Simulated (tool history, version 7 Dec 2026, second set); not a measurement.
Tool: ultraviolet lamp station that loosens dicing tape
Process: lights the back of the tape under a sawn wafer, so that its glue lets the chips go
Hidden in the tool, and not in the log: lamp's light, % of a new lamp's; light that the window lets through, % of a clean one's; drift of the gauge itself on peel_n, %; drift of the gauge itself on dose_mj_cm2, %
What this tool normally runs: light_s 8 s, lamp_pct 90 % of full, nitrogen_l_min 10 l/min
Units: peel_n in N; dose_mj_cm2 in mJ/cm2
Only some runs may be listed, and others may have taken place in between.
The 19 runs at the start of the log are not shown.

run	hour	light_s	lamp_pct	nitrogen_l_min	hours of work of the lamp	hours of work since the window was cleaned	peel_n	dose_mj_cm2
20	465.1	8	90	10	740	560	1.180	447
21	489.3	8	90	10	758	578	1.179	450
22	515.5	8	90	10	777	597	1.202	445
23	531.1	8	90	10	788	608	1.209	448
24	554.5	8	93	10	805	625	1.179	453
25	581.9	11	66	3	825	645	1.895	443
26	608.9	5	80	10	845	665	2.646	240
# hour 618.8: window cleaned of glue's vapour
27	635.6	5	80	10	864	12	2.199	289
28	650.2	5	80	10	875	23	2.168	289
29	671.9	8	70	8	891	39	1.492	399
30	702.2	7	70	3	913	61	2.488	345
31	724.0	7	64	10	929	77	1.949	317
32	746.6	13	65	6	945	93	0.918	587
33	778.2	9	78	7	968	116	1.229	486
34	810.8	8	68	20	992	140	1.329	372
35	826.8	7	68	20	1004	152	1.610	325
36	847.8	7	68	20	1019	167	1.640	322
37	883.5	4	94	7	1045	193	2.663	249

What does the tool deliver on the next run?
38	915.2	8	73	19	1068	217	?	?

peel_n: 1.240 N
dose_mj_cm2: 391 mJ/cm2
The same run, on a tool lacking any hidden state, would have yielded peel_n 0.905 N, dose_mj_cm2 473 mJ/cm2.

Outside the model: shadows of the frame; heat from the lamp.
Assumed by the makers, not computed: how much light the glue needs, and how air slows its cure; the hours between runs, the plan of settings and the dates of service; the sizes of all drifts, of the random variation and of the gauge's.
